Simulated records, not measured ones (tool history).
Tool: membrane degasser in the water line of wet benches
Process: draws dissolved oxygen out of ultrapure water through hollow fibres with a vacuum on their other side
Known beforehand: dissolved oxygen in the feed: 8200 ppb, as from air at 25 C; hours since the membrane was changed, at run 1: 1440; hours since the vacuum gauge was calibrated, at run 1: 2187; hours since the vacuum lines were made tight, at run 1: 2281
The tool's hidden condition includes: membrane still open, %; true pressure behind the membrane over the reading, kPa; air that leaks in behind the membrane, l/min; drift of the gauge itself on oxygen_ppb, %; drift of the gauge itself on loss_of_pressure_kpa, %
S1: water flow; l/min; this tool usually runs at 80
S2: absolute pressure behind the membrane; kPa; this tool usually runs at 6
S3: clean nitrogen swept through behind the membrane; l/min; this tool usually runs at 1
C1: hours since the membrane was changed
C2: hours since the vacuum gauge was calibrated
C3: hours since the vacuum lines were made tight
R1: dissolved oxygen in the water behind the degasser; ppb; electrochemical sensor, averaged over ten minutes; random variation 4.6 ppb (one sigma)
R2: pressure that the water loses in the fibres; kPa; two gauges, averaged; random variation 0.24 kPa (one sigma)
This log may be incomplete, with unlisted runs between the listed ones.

run    hour   S1     S2    S3    C1    C2    C3      R1     R2
  1       0   80      6     1  1440  2187  2281   495.8  61.96
  2    55.1   80      6     1  1495  2242  2336   487.4  61.21
  3    97.4   80      6     1  1538  2285  2378   497.3  61.58
  4     151   80      6     1  1591  2338  2432   481.5  61.98
  5   216.2   80      6     1  1656  2403  2497   492.6  61.28
  6     274   80      6     1  1714  2461  2555   491.6  61.83
  7   315.2   57      6     1  1755  2502  2596   378.4  44.21
  8     384   57      6     1  1824  2571  2665   369.2  44.06
  9   450.1   80      6     1  1890  2637  2731   501.1  61.97
 10   494.8   80      6     1  1935  2682  2776   492.4  62.47
 11   554.6  104      6     1  1995  2742  2836   606.5   80.4
 12   622.2  104      6     1  2062  2809  2903     606  80.25
 13   673.7   97      6     1  2114  2861  2955   581.8  75.31
 14   725.9   80      6  0.58  2166  2913  3007     645  61.81
 15   790.6   80   9.08  0.58  2231  2978  3072  1132.9  61.84
 16   841.2   80   9.08  0.58  2281  3028  3122    1134  61.73
 17     876   70  14.62  0.42  2316  3063  3157  2095.2  54.28
 18   912.4   70  14.62  0.42  2353  3099  3193    2087  53.85
 19   981.6  111   4.24  2.82  2422  3169  3263   280.6   86.5
 20  1015.8  111   5.28  0.79  2456  3203  3297   584.3  86.52
 21  1062.4   66    4.9  1.47  2503  3249  3343   252.6  51.23
 22  1126.2   72   5.27     1  2566  3313  3407   367.6  55.86
 23  1185.1   80   9.68   0.9  2625  3372  3466   988.3  61.99
 24  1243.9   52   4.76   0.9  2684  3431  3525   246.2  40.47
 25  1309.1   52   4.76   0.9  2749  3496  3590   249.8   40.3
 26  1346.4   76   4.71   0.5  2787  3533  3627   436.2  58.81
 27  1419.5   62   5.37  0.53  2860  3607  3700   475.5  47.73
 28  1486.7  108   5.39  1.09  2927  3674  3768   524.4  84.57
 29    1545  108   5.39  1.09  2985  3732  3826   534.5  84.26
 30  1584.2  108    7.8  2.45  3024  3771  3865   573.4   84.3
 31  1625.1   59      6  0.96  3065  3812  3906     404  45.98

Each run again, without the hidden state but with its own random variation kept:
run      R1     R2
  1   466.3  61.15
  2   457.7  60.38
  3   466.5  60.72
  4     451  61.08
  5   460.7  60.35
  6   459.1  60.87
  7   351.8  43.51
  8   342.6  43.33
  9   465.9  60.89
 10   457.2  61.36
 11   563.8  78.93
 12   562.4  78.73
 13   538.8  73.85
 14   598.2  60.57
 15  1093.7  60.57
 16  1094.2  60.43
 17  2073.1  53.12
 18  2064.8  52.68
 19   245.1  84.57
 20   526.9  84.56
 21   221.2  50.05
 22   327.6  54.53
 23   948.8  60.48
 24     211  39.47
 25   213.6  39.28
 26   375.5  57.29
 27   423.6  46.46
 28   467.4  82.28
 29   475.5  81.93
 30   531.9  81.94
 31   363.5  44.67
